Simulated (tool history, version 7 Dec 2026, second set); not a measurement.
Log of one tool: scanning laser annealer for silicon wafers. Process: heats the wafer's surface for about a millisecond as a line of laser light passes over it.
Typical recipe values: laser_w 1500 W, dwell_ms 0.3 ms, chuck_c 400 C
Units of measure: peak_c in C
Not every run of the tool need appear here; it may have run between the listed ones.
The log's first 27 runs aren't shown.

Run 28, day 56.475: usual settings but laser_w 1594 W, chuck_c 439 C. Result: peak_c 1304 C.
Run 29, day 58.567: usual settings but laser_w 1373 W, dwell_ms 0.222 ms, chuck_c 439 C. Result: peak_c 1045 C.
Run 30, day 59.929: usual settings but laser_w 1442 W, dwell_ms 0.213 ms, chuck_c 436 C. Result: peak_c 1071 C.
Run 31, day 61.388: usual settings but laser_w 1389 W, dwell_ms 0.318 ms. Result: peak_c 1143 C.
Run 32, day 62.771: usual settings but laser_w 1389 W, dwell_ms 0.318 ms. Result: peak_c 1140 C.
Run 33, day 64.304: usual settings but chuck_c 408 C. Result: peak_c 1208 C.
Run 34, day 67.15: usual settings but dwell_ms 0.289 ms, chuck_c 408 C. Result: peak_c 1188 C.
Run 35, day 69.483: usual settings but laser_w 1611 W. Result: peak_c 1277 C.

Run 36, settings as shown, results not yet in. Your forecast:
Run 36, day 72.254: usual settings but laser_w 1611 W. Result: peak_c ?.

peak_c: 1276 C
With the hidden condition absent and the run-to-run variation left alone, this run would have shown peak_c 1277 C.

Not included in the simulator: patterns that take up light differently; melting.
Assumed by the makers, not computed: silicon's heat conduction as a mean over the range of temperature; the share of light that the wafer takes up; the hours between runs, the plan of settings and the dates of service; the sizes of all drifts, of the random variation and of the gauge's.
